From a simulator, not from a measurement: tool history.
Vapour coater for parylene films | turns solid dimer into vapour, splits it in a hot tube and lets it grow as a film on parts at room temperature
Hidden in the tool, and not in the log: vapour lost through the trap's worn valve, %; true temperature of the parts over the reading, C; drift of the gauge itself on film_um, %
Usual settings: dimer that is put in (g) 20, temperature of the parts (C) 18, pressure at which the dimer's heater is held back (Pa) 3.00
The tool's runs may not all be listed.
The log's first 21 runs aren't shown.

run	hour	dimer that is put in (g)	temperature of the parts (C)	pressure at which the dimer's heater is held back (Pa)	hours of work since the trap's valve was overhauled	hours of work since the table's thermometer was calibrated	thickness of the film (µm)
22	455.5	10	21	7.00	300	782	3.57
# hour 464.0: trap's valve overhauled
23	474.3	17	18	3.00	7	791	8.09
24	503.2	17	18	3.00	26	811	7.94
25	525.4	17	18	3.00	41	826	8.01
26	553.1	34	18	3.00	60	844	16.03
27	578.4	20	18	5.31	77	861	8.34
28	599.2	35	18	3.00	90	875	16.70
29	612.8	23	18	3.00	100	884	10.83
30	629.8	23	18	3.00	111	895	10.78
31	646.8	20	10	3.00	122	907	11.63
32	676.4	21	17	3.79	142	927	9.77
33	701.1	31	11	3.77	159	943	16.72
34	731.0	19	23	6.90	179	963	6.55
35	754.0	19	23	6.90	194	979	6.46

3 ways to go on from here, each from the tool as it stands after run 35. What would each give?
A	767.5	19	23	6.90	203	988	?
B	767.5	12	18	4.73	203	988	?
C	767.5	20	29	5.33	203	988	?

run	thickness of the film (µm)
A	6.64
B	5.04
C	6.36
Without the tool's hidden state the same runs would have given:
run	thickness of the film (µm)
A	6.65
B	5.05
C	6.38
